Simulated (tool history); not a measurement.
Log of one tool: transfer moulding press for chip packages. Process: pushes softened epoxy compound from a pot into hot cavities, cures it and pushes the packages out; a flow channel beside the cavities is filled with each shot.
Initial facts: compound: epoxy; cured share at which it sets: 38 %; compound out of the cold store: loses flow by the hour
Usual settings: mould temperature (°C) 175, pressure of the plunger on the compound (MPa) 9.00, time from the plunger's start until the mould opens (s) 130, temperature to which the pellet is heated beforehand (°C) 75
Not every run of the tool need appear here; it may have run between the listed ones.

run	hour	mould temperature (°C)	pressure of the plunger on the compound (MPa)	time from the plunger's start until the mould opens (s)	temperature to which the pellet is heated beforehand (°C)	incoming compound's hours out of the cold store	length that the compound runs in the flow channel (mm)	greatest force on the pins that push the packages out (N)
1	0.0	175	9.00	130	75	13.3	819	446
2	15.3	175	9.00	130	75	20.9	789	505
3	33.4	175	9.00	130	72	38.9	711	510
4	52.6	175	9.00	130	72	44.7	688	562
# hour 74.4: cavities cleaned with cleaning compound and waxed
5	83.7	175	9.00	130	72	18.6	783	446
6	107.3	182	9.00	130	72	15.9	771	417
7	129.6	182	9.00	130	72	43.5	667	429
8	145.5	175	9.00	130	75	10.9	815	638
# hour 158.6: cavities cleaned with cleaning compound and waxed
9	166.1	175	9.00	130	75	47.8	671	408
10	179.3	175	7.20	130	75	15.7	713	459
11	209.5	175	7.20	130	75	24.9	676	546
12	226.8	175	7.20	130	75	23.6	678	594
# hour 243.0: cavities cleaned with cleaning compound and waxed
# hour 247.9: plunger's sealing rings changed
13	249.5	175	7.20	130	75	38.7	651	394
14	268.7	175	10.54	164	75	42.1	772	356
15	285.0	175	10.26	164	67	45.5	747	434
16	305.2	168	7.87	164	67	24.4	751	589
# hour 329.8: cavities cleaned with cleaning compound and waxed
17	330.4	167	9.00	130	69	17.8	833	716
18	350.5	169	9.00	130	75	28.6	789	654
19	376.6	169	9.00	130	75	30.2	776	780
20	395.2	174	9.00	161	75	40.1	717	474
# hour 413.1: cavities cleaned with cleaning compound and waxed
21	428.1	174	9.00	161	75	12.5	835	374
22	450.0	175	8.06	147	75	20.9	743	454
23	479.3	179	9.00	130	75	39.1	698	493
# hour 496.3: cavities cleaned with cleaning compound and waxed
24	510.9	179	9.00	130	75	26.6	741	368
25	524.6	179	8.40	113	78	38.0	675	462

Hidden state or all else? Some run-to-run changes of length that the compound runs in the flow channel (mm), split into what the settings, what came in and random variation would give without the hidden state, and what is left for the hidden state (with any gauge scatter that isn't in both results):
Hidden conditions of the tool in this case: true mould temperature over the reading, C; pressure that reaches the compound, % of what is set; grip of the stained cavities, % over clean ones'; drift of the gauge itself on flow_mm, %; drift of the gauge itself on push_out_n, %.
Run 4 -> 5: cavities cleaned with cleaning compound and waxed. length that the compound runs in the flow channel (mm) +95: hidden state -5, all else +100.
Run 7 -> 8: mould temperature (°C) 182 -> 175, temperature to which the pellet is heated beforehand (°C) 72 -> 75. length that the compound runs in the flow channel (mm) +148: hidden state -5, all else +153.
Run 8 -> 9: cavities cleaned with cleaning compound and waxed. length that the compound runs in the flow channel (mm) -144: hidden state +3, all else -147.
Run 12 -> 13: cavities cleaned with cleaning compound and waxed, plunger's sealing rings changed. length that the compound runs in the flow channel (mm) -27: hidden state +28, all else -55.
